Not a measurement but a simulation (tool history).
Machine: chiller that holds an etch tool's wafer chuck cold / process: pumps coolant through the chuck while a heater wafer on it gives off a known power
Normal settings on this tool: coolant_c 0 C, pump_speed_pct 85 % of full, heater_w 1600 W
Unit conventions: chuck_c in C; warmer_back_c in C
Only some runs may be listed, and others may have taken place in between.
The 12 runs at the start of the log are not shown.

run    hour  coolant_c  pump_speed_pct  heater_w  chuck_c  warmer_back_c
 13  1452.4          0              85      1600     10.6           4.31
 14  1544.7        -10              85      1600      0.9           4.33
 15  1640.5          0              85      1600     10.8           4.28
 16  1806.2          0              85      1600     11.1           4.34
 17  1928.1          0              85      1600     10.7           4.35
 18  2057.3         10              85      1601       21           4.35
 19  2189.9         -7              74       845     -0.7           2.62
 20  2321.1         -7              74       845     -0.8           2.66
 21  2425.3         -7              74       845     -0.7           2.65
 22  2538.5         -8              75      1621      4.6           5.02
 23  2724.3         -2              75      1012      5.6           3.18
     2743.3  -- chiller's thermometer calibrated
 24  2833.6         -7              95      1600      3.4           3.93
 25  2926.4         -4              69      2184     14.7           7.36
 26  3015.6          3              69      1957       20           6.68
 27  3097.3          3              69      1957     19.9           6.65
 28  3206.4          3              69      1957     20.1            6.7
 29  3347.4          3              71      1957     19.6           6.43
 30  3438.4          3              71      1957     19.7            6.5
 31  3564.7         -3              69       960      5.5           3.27

Forecast each of these 5 alternatives for the next run:
  A  3747.1         -3              69      1798        ?              ?
  B  3747.1         -8              73       960        ?              ?
  C  3747.1         -3              65       960        ?              ?
  D  3747.1          8              77      2055        ?              ?
  E  3747.1         -9              70      1939        ?              ?

run  chuck_c  warmer_back_c
  A     12.9            6.1
  B     -0.1            3.1
  C      5.9           3.43
  D     24.3           6.27
  E      7.8           6.53
Take away the tool's hidden state, keep each run's random variation, and the runs would have read:
run  chuck_c  warmer_back_c
  A     11.5           5.83
  B     -0.8           2.97
  C      5.1           3.28
  D     22.9           5.99
  E      6.4           6.24
